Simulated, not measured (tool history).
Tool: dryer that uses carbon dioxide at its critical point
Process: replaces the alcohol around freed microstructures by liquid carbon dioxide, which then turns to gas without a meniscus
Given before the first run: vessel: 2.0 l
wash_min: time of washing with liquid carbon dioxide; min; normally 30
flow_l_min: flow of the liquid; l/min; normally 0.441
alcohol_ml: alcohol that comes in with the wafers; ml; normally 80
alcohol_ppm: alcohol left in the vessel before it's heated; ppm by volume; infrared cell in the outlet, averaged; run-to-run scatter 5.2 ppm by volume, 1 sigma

run   hour  wash_min  flow_l_min  alcohol_ml  alcohol_ppm
  1    0.0        30       0.441          80          122
  2   18.0        30       0.441          80          131
  3   41.1        30       0.441          80          137
  4   52.1        30       0.441          80          142
  5   64.8        30       0.441          80          142
  6   89.2        30       0.441          80          147
  7  108.0        30       0.441          80          155
  8  120.9        30       0.441          80          160
  9  140.7        30       0.441          80          163
 10  154.6        30       0.441          80          172
 11  172.6        30       0.441          37           91
 12  190.5        21       0.441          37          400
 13  201.9        21       0.441          37          407
 14  217.7        21       0.441          37          421
 15  238.8        23       0.749          28           47
 16  251.9        23       0.749          28           46
 17  274.3        23       0.715          64           74
 18  290.7        35       0.715          62           29
 19  302.0        35       0.715          62           44
 20  317.7        33       0.586          62           50
 21  331.9        24       0.601         106          213

Consider 4 possible next runs. They are alternatives, not a sequence: every one starts from the tool as it was left by run 21. What does each give?
  A  345.1        28       0.437          26            ?
  B  345.1        39       0.424         106            ?
  C  345.1        30       0.441          80            ?
  D  345.1        34       0.441          80            ?

run  alcohol_ppm
  A          132
  B          107
  C          231
  D          124
Had the tool no hidden state, the same runs would have come out as:
run  alcohol_ppm
  A           53
  B           34
  C           98
  D           37

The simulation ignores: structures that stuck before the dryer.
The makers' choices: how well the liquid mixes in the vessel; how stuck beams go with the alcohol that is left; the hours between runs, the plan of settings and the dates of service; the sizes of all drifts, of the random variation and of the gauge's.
